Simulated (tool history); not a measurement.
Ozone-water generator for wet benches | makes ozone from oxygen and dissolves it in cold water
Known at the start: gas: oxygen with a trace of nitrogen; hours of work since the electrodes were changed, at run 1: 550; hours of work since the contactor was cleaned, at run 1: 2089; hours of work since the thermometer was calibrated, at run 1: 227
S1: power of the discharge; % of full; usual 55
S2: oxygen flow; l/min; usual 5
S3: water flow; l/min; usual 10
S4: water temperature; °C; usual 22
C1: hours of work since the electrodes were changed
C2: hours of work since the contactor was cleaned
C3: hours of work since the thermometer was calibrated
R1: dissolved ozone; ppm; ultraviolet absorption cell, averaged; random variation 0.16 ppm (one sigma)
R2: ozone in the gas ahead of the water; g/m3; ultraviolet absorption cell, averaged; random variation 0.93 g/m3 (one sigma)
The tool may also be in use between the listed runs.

Run 1, hour 0: usual settings; C1 550; C2 2089; C3 227. Result: R1 20.1 ppm, R2 159 g/m3.
Run 2, hour 18.5: usual settings but S1 62 % of full; C1 565; C2 2104; C3 242. Result: R1 21.6 ppm, R2 168.3 g/m3.
Run 3, hour 40.6: usual settings but S1 62 % of full; C1 583; C2 2122; C3 260. Result: R1 21.6 ppm, R2 168.4 g/m3.
Run 4, hour 62.8: usual settings but S1 62 % of full, S2 3.73 l/min; C1 602; C2 2140; C3 279. Result: R1 23 ppm, R2 206.1 g/m3.
Run 5, hour 89.2: usual settings but S1 73 % of full; C1 623; C2 2162; C3 300. Result: R1 23.7 ppm, R2 187.4 g/m3.
Run 6, hour 110.6: usual settings; C1 641; C2 2179; C3 318. Result: R1 20.2 ppm, R2 156.8 g/m3.
Run 7, hour 127.2: usual settings but S1 81 % of full, S2 4.19 l/min; C1 654; C2 2193; C3 331. Result: R1 26.6 ppm, R2 223.1 g/m3.
Run 8, hour 144.8: usual settings but S1 81 % of full, S2 4.12 l/min, S3 14 l/min, S4 26 °C; C1 669; C2 2207; C3 346. Result: R1 19.7 ppm, R2 226.8 g/m3.
Run 9, hour 170.7: usual settings but S1 75 % of full, S2 3.39 l/min, S3 11 l/min; C1 690; C2 2228; C3 367. Result: R1 25.3 ppm, R2 245.6 g/m3.
Run 10, hour 198: usual settings but S1 75 % of full, S2 3.39 l/min, S3 11 l/min; C1 712; C2 2251; C3 389. Result: R1 25.1 ppm, R2 246.4 g/m3.
Run 11, hour 228.4: usual settings but S1 62 % of full, S2 4.08 l/min, S3 7 l/min, S4 15 °C; C1 737; C2 2276; C3 414. Result: R1 32.9 ppm, R2 194.4 g/m3.
Run 12, hour 245.4: usual settings but S1 62 % of full, S2 4.08 l/min, S3 7 l/min, S4 15 °C; C1 751; C2 2290; C3 428. Result: R1 32.7 ppm, R2 194 g/m3.

Forecast each of these 5 alternatives for the next run:
Run A, hour 274.8: usual settings but S3 7 l/min; C1 775; C2 2314; C3 452. Result: R1 ?, R2 ?.
Run B, hour 274.8: usual settings but S1 62 % of full, S2 3.95 l/min, S3 7 l/min, S4 25 °C; C1 775; C2 2314; C3 452. Result: R1 ?, R2 ?.
Run C, hour 274.8: usual settings but S1 62 % of full, S2 6.97 l/min, S3 7 l/min, S4 15 °C; C1 775; C2 2314; C3 452. Result: R1 ?, R2 ?.
Run D, hour 274.8: usual settings but S1 47 % of full; C1 775; C2 2314; C3 452. Result: R1 ?, R2 ?.
Run E, hour 274.8: usual settings but S1 62 % of full, S2 4.08 l/min, S3 6 l/min, S4 15 °C; C1 775; C2 2314; C3 452. Result: R1 ?, R2 ?.

run    R1     R2
  A  24.3  158.1
  B  26.7  201.1
  C  27.2  136.3
  D  18.3  143.8
  E  35.5  195.7
Without the tool's hidden state the same runs would have given:
run    R1     R2
  A  24.3  158.2
  B  26.7  201.1
  C  27.2  136.3
  D  18.3  143.9
  E  35.6  195.7

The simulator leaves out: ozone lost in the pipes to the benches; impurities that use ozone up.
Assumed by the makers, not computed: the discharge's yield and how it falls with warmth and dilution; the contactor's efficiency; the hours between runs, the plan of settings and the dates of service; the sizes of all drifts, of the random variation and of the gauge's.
